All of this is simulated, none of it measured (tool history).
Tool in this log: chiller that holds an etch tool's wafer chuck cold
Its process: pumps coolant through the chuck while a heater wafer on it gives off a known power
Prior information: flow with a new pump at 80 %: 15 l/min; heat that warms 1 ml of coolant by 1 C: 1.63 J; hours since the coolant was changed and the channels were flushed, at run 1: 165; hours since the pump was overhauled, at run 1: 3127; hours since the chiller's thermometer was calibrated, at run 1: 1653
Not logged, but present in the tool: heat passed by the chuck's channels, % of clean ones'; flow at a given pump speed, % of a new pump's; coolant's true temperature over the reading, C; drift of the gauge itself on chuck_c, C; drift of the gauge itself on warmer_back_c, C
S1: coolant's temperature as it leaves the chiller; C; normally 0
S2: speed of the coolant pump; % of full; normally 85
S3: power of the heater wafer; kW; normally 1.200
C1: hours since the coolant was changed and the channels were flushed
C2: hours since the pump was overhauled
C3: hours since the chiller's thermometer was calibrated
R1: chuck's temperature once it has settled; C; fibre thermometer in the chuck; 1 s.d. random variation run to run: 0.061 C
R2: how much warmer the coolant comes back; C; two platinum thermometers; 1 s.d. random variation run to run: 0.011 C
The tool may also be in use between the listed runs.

{"run": 1, "day": 0.0, "S1": 0, "S2": 85, "S3": 1.2, "C1": 165, "C2": 3127, "C3": 1653, "R1": 10.46, "R2": 2.8}
{"run": 2, "day": 8.742, "S1": 0, "S2": 85, "S3": 1.2, "C1": 375, "C2": 3337, "C3": 1863, "R1": 10.45, "R2": 2.78}
{"run": 3, "day": 12.858, "S1": 0, "S2": 85, "S3": 1.2, "C1": 474, "C2": 3435, "C3": 1962, "R1": 10.31, "R2": 2.75}
{"run": 4, "day": 18.979, "S1": 0, "S2": 73, "S3": 1.2, "C1": 621, "C2": 3582, "C3": 2109, "R1": 11.72, "R2": 3.25}
{"run": 5, "day": 24.404, "S1": 0, "S2": 85, "S3": 1.2, "C1": 751, "C2": 3712, "C3": 2239, "R1": 10.43, "R2": 2.78}
{"run": 6, "day": 29.908, "S1": 0, "S2": 85, "S3": 1.2, "C1": 883, "C2": 3845, "C3": 2371, "R1": 10.39, "R2": 2.8}
{"run": 7, "day": 36.438, "S1": 0, "S2": 96, "S3": 1.2, "C1": 1040, "C2": 4001, "C3": 2528, "R1": 9.45, "R2": 2.49}
{"run": 8, "day": 41.992, "S1": 0, "S2": 96, "S3": 1.2, "C1": 1173, "C2": 4134, "C3": 2661, "R1": 9.6, "R2": 2.48}
{"run": 9, "day": 50.617, "S1": 0, "S2": 96, "S3": 1.2, "C1": 1380, "C2": 4342, "C3": 2868, "R1": 9.37, "R2": 2.45}
{"run": 10, "day": 58.192, "S1": 0, "S2": 85, "S3": 0.693, "C1": 1562, "C2": 4523, "C3": 3050, "R1": 6.06, "R2": 1.6}
{"run": 11, "day": 62.146, "S1": 0, "S2": 85, "S3": 0.693, "C1": 1657, "C2": 4618, "C3": 3145, "R1": 5.98, "R2": 1.61}
{"run": 12, "day": 67.742, "S1": 0, "S2": 85, "S3": 0.693, "C1": 1791, "C2": 4753, "C3": 3279, "R1": 6.0, "R2": 1.6}
{"run": 13, "day": 74.833, "S1": 0, "S2": 69, "S3": 0.693, "C1": 1961, "C2": 4923, "C3": 3449, "R1": 6.99, "R2": 1.96}
{"run": 14, "day": 80.342, "S1": 0, "S2": 63, "S3": 1.2, "C1": 2094, "C2": 5055, "C3": 3581, "R1": 13.1, "R2": 3.74}
{"run": 15, "day": 87.438, "S1": 0, "S2": 63, "S3": 1.2, "C1": 2264, "C2": 5225, "C3": 3752, "R1": 13.25, "R2": 3.71}
{"run": 16, "day": 94.896, "S1": 2, "S2": 63, "S3": 1.2, "C1": 2443, "C2": 5404, "C3": 3931, "R1": 15.17, "R2": 3.72}
{"run": 17, "day": 99.521, "S1": -6, "S2": 82, "S3": 1.2, "C1": 2554, "C2": 5515, "C3": 4042, "R1": 4.75, "R2": 2.88}
{"run": 18, "day": 104.442, "S1": 4, "S2": 69, "S3": 0.992, "C1": 2672, "C2": 5633, "C3": 4160, "R1": 14.16, "R2": 2.82}
{"run": 19, "day": 112.054, "S1": -8, "S2": 85, "S3": 1.105, "C1": 2855, "C2": 5816, "C3": 4343, "R1": 1.54, "R2": 2.56}
{"run": 20, "day": 119.658, "S1": 8, "S2": 89, "S3": 1.612, "C1": 3037, "C2": 5999, "C3": 4525, "R1": 21.52, "R2": 3.55}
{"run": 21, "day": 128.117, "S1": -7, "S2": 67, "S3": 1.149, "C1": 3240, "C2": 6201, "C3": 4728, "R1": 4.93, "R2": 3.35}
{"run": 22, "day": 134.65, "S1": -7, "S2": 67, "S3": 1.149, "C1": 3397, "C2": 6358, "C3": 4885, "R1": 5.0, "R2": 3.36}
{"run": 23, "day": 142.254, "S1": -7, "S2": 89, "S3": 0.866, "C1": 3580, "C2": 6541, "C3": 5067, "R1": 0.33, "R2": 1.92}
{"run": 24, "day": 147.575, "S1": -1, "S2": 95, "S3": 1.306, "C1": 3707, "C2": 6669, "C3": 5195, "R1": 9.53, "R2": 2.73}
{"run": 25, "day": 152.788, "S1": 1, "S2": 70, "S3": 0.735, "C1": 3832, "C2": 6794, "C3": 5320, "R1": 8.44, "R2": 2.06}
{"run": 26, "day": 159.8, "S1": 1, "S2": 87, "S3": 1.579, "C1": 4001, "C2": 6962, "C3": 5488, "R1": 14.53, "R2": 3.59}
{"run": 27, "day": 166.712, "S1": 5, "S2": 90, "S3": 1.2, "C1": 4167, "C2": 7128, "C3": 5654, "R1": 14.99, "R2": 2.63}
{"run": 28, "day": 171.85, "S1": -9, "S2": 85, "S3": 0.848, "C1": 4290, "C2": 7251, "C3": 5778, "R1": -1.64, "R2": 1.95}
{"day": 173.662, "done": "chiller's thermometer calibrated"}
{"run": 29, "day": 180.675, "S1": -9, "S2": 90, "S3": 0.848, "C1": 4501, "C2": 7462, "C3": 168, "R1": -1.93, "R2": 1.83}
{"run": 30, "day": 187.562, "S1": 0, "S2": 92, "S3": 1.046, "C1": 4666, "C2": 7627, "C3": 334, "R1": 8.55, "R2": 2.25}
{"run": 31, "day": 191.371, "S1": 0, "S2": 92, "S3": 1.046, "C1": 4757, "C2": 7719, "C3": 425, "R1": 8.51, "R2": 2.25}

Here are 4 independent what-if runs from the current tool condition. What would each one return?
{"run": "A", "day": 196.438, "S1": -2, "S2": 65, "S3": 1.046, "C1": 4879, "C2": 7840, "C3": 547, "R1": "?", "R2": "?"}
{"run": "B", "day": 196.438, "S1": 3, "S2": 80, "S3": 1.262, "C1": 4879, "C2": 7840, "C3": 547, "R1": "?", "R2": "?"}
{"run": "C", "day": 196.438, "S1": 9, "S2": 85, "S3": 1.261, "C1": 4879, "C2": 7840, "C3": 547, "R1": "?", "R2": "?"}
{"run": "D", "day": 196.438, "S1": 0, "S2": 85, "S3": 0.833, "C1": 4879, "C2": 7840, "C3": 547, "R1": "?", "R2": "?"}

run=A R1=9.11 R2=3.15
run=B R1=14.39 R2=3.10
run=C R1=19.94 R2=2.93
run=D R1=7.14 R2=1.93
With the hidden condition removed and each run's random variation left untouched, the same runs would have given:
run=A R1=9.09 R2=3.15
run=B R1=14.38 R2=3.10
run=C R1=19.93 R2=2.92
run=D R1=7.13 R2=1.93

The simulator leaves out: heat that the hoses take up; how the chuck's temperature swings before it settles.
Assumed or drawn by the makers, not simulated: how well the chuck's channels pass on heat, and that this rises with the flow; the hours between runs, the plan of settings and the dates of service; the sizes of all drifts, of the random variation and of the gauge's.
